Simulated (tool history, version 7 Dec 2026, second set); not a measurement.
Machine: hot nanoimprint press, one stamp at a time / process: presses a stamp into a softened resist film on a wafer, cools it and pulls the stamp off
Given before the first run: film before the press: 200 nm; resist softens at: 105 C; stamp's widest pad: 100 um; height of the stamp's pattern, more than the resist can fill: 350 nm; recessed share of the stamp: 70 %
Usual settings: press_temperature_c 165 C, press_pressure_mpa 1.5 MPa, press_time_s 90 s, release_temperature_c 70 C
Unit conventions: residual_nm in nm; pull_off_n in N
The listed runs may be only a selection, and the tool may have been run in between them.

run,day,press_temperature_c,press_pressure_mpa,press_time_s,release_temperature_c,residual_nm,pull_off_n
1,0,165,1.5,90,70,110.3,178
2,0.625,165,1.5,90,70,111,180
3,1.188,165,1.5,132,70,97.3,176
4,1.654,165,1.5,132,70,96.7,185
5,2.233,165,1.5,90,70,109.6,180
6,2.8,165,1.5,90,70,111.7,179
7,3.179,165,1.5,153,70,91.6,183
8,3.746,165,1.5,153,70,93.2,181
9,4.4,165,1.5,153,70,93,192
10,4.729,165,1.5,92,70,109.5,190
11,5.05,165,1.5,92,70,108.8,179
# day 5.212: plate thermocouple calibrated
12,5.833,165,2,92,70,99.7,190
# day 6.625: stamp cleaned and given a new release coat
13,6.762,165,1.5,90,70,114,129
14,7.462,165,1.5,90,70,113.4,132
# day 8.217: plate thermocouple calibrated, once more
15,8.283,161,0.91,114,75,140.7,118
16,8.908,162,1.55,120,67,110.3,138
17,9.246,165,1.5,127,56,99.2,174
18,9.596,165,1.5,127,56,99.4,184
19,10.267,165,1.5,127,56,97.5,184
20,10.967,165,1,127,56,118.5,190
21,11.571,165,1.46,127,65,99.7,159
22,12.008,167,1.33,100,72,105,135
23,12.321,167,1.33,100,72,105.3,134
24,12.95,167,1.33,100,72,106.2,137
25,13.467,167,1.33,100,72,106,136
26,13.9,167,1.33,100,72,106.7,138

Alternative continuations, all from the tool just after run 26; predict every row:
A,14.417,163,2.38,51,70,?,?
B,14.417,177,1.33,129,56,?,?
C,14.417,155,1.33,70,72,?,?

run,residual_nm,pull_off_n
A,116,140
B,71.1,191
C,162.8,140
Stripped of hidden state, with their random variation kept, the same runs would have yielded:
run,residual_nm,pull_off_n
A,111.1,124
B,68.7,169
C,159.8,124
